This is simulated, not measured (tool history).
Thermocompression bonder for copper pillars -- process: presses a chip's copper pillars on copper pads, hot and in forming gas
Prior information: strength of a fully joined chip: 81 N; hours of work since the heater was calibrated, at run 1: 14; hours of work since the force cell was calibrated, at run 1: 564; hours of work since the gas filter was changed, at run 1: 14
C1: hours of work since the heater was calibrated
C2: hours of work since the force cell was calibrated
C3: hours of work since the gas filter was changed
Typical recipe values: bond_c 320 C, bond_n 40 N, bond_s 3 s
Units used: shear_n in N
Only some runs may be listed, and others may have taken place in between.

Run 1, hour 0.0: usual settings; C1 14; C2 564; C3 14. Result: shear_n 27.2 N.
Run 2, hour 11.0: usual settings; C1 19; C2 569; C3 19. Result: shear_n 27.2 N.
Run 3, hour 16.4: usual settings but bond_n 47 N; C1 21; C2 571; C3 21. Result: shear_n 30.9 N.
Run 4, hour 28.2: usual settings but bond_n 47 N; C1 26; C2 576; C3 26. Result: shear_n 31.6 N.
Run 5, hour 37.2: usual settings but bond_n 47 N, bond_s 4 s; C1 30; C2 580; C3 30. Result: shear_n 34.7 N.
Run 6, hour 42.7: usual settings but bond_n 47 N, bond_s 4 s; C1 32; C2 583; C3 32. Result: shear_n 35.1 N.
Run 7, hour 48.6: usual settings; C1 35; C2 585; C3 35. Result: shear_n 26.7 N.
Run 8, hour 55.6: usual settings; C1 38; C2 588; C3 38. Result: shear_n 26.7 N.
Run 9, hour 63.0: usual settings; C1 41; C2 591; C3 41. Result: shear_n 25.4 N.
Run 10, hour 75.5: usual settings; C1 46; C2 597; C3 46. Result: shear_n 25.2 N.
Run 11, hour 82.2: usual settings; C1 49; C2 600; C3 49. Result: shear_n 26.2 N.
Run 12, hour 91.6: usual settings but bond_n 27 N; C1 53; C2 604; C3 53. Result: shear_n 16.1 N.
Run 13, hour 103.9: usual settings but bond_n 27 N; C1 59; C2 609; C3 59. Result: shear_n 17.4 N.
Run 14, hour 116.4: usual settings but bond_n 27 N; C1 64; C2 614; C3 64. Result: shear_n 18.0 N.
Run 15, hour 127.9: usual settings but bond_s 2 s; C1 69; C2 619; C3 69. Result: shear_n 21.6 N.
Run 16, hour 133.4: usual settings but bond_n 54 N, bond_s 2 s; C1 71; C2 621; C3 71. Result: shear_n 29.5 N.
Run 17, hour 140.0: usual settings but bond_n 54 N, bond_s 2 s; C1 74; C2 624; C3 74. Result: shear_n 29.1 N.
Run 18, hour 146.7: usual settings but bond_n 54 N, bond_s 2 s; C1 77; C2 627; C3 77. Result: shear_n 28.6 N.
Run 19, hour 153.7: usual settings but bond_n 54 N, bond_s 2 s; C1 80; C2 630; C3 80. Result: shear_n 29.2 N.
Run 20, hour 160.0: usual settings but bond_n 54 N, bond_s 2 s; C1 83; C2 633; C3 83. Result: shear_n 29.2 N.
Run 21, hour 172.5: usual settings but bond_c 317 C, bond_n 24 N, bond_s 4 s; C1 88; C2 638; C3 88. Result: shear_n 15.7 N.
Run 22, hour 181.0: usual settings but bond_c 317 C, bond_n 24 N, bond_s 8 s; C1 92; C2 642; C3 92. Result: shear_n 21.4 N.
At hour 183.9: heater calibrated with a thermocouple chip.
Run 23, hour 195.6: usual settings but bond_c 317 C, bond_n 24 N, bond_s 8 s; C1 5; C2 647; C3 97. Result: shear_n 21.4 N.
Run 24, hour 201.5: usual settings but bond_c 346 C, bond_n 45 N, bond_s 2 s; C1 7; C2 650; C3 99. Result: shear_n 30.1 N.
Run 25, hour 210.1: usual settings but bond_c 346 C, bond_n 30 N, bond_s 9 s; C1 11; C2 653; C3 103. Result: shear_n 34.8 N.
Run 26, hour 218.2: usual settings but bond_n 25 N, bond_s 8 s; C1 15; C2 657; C3 107. Result: shear_n 21.9 N.
Run 27, hour 224.2: usual settings but bond_c 317 C, bond_n 26 N, bond_s 7 s; C1 17; C2 659; C3 109. Result: shear_n 21.3 N.
At hour 231.1: heater calibrated with a thermocouple chip, once more.
Run 28, hour 239.1: usual settings but bond_c 333 C, bond_n 26 N; C1 3; C2 665; C3 115. Result: shear_n 17.3 N.
At hour 243.4: forming gas filter changed.
Run 29, hour 251.6: usual settings but bond_c 333 C, bond_n 26 N; C1 9; C2 670; C3 3. Result: shear_n 18.7 N.
Run 30, hour 259.2: usual settings but bond_c 333 C, bond_n 26 N; C1 12; C2 673; C3 7. Result: shear_n 19.6 N.
Run 31, hour 269.5: usual settings but bond_c 344 C, bond_s 2 s; C1 16; C2 678; C3 11. Result: shear_n 28.7 N.
Run 32, hour 275.8: usual settings but bond_c 344 C, bond_n 30 N, bond_s 9 s; C1 19; C2 680; C3 14. Result: shear_n 37.6 N.
Run 33, hour 286.2: usual settings but bond_c 344 C, bond_n 30 N, bond_s 9 s; C1 23; C2 685; C3 18. Result: shear_n 37.4 N.
Run 34, hour 295.5: usual settings but bond_c 344 C, bond_n 30 N, bond_s 9 s; C1 27; C2 689; C3 22. Result: shear_n 37.9 N.
Run 35, hour 302.5: usual settings but bond_c 349 C, bond_n 30 N, bond_s 4 s; C1 30; C2 692; C3 25. Result: shear_n 27.4 N.
Run 36, hour 314.3: usual settings but bond_c 349 C, bond_n 28 N, bond_s 6 s; C1 35; C2 697; C3 30. Result: shear_n 32.0 N.
Run 37, hour 324.4: usual settings but bond_c 318 C, bond_n 28 N, bond_s 6 s; C1 40; C2 701; C3 35. Result: shear_n 24.1 N.
Run 38, hour 335.1: usual settings but bond_c 325 C, bond_n 25 N, bond_s 8 s; C1 44; C2 706; C3 39. Result: shear_n 25.9 N.
Run 39, hour 344.2: usual settings but bond_c 291 C, bond_s 8 s; C1 48; C2 710; C3 43. Result: shear_n 30.5 N.
Run 40, hour 350.7: usual settings but bond_c 291 C, bond_s 8 s; C1 51; C2 712; C3 46. Result: shear_n 30.1 N.

Predict each of these 3 candidate next runs independently; none follows another, all start after run 40:
Run A, hour 359.9: usual settings but bond_c 322 C, bond_n 49 N, bond_s 8 s; C1 55; C2 716; C3 50. Result: shear_n ?.
Run B, hour 359.9: usual settings but bond_c 346 C, bond_n 53 N, bond_s 7 s; C1 55; C2 716; C3 50. Result: shear_n ?.
Run C, hour 359.9: usual settings but bond_c 301 C, bond_n 32 N, bond_s 2 s; C1 55; C2 716; C3 50. Result: shear_n ?.

run  shear_n
  A     44.6
  B     54.0
  C     14.6
With no hidden state in the tool, these same runs would have given:
run  shear_n
  A     48.0
  B     57.6
  C     16.0
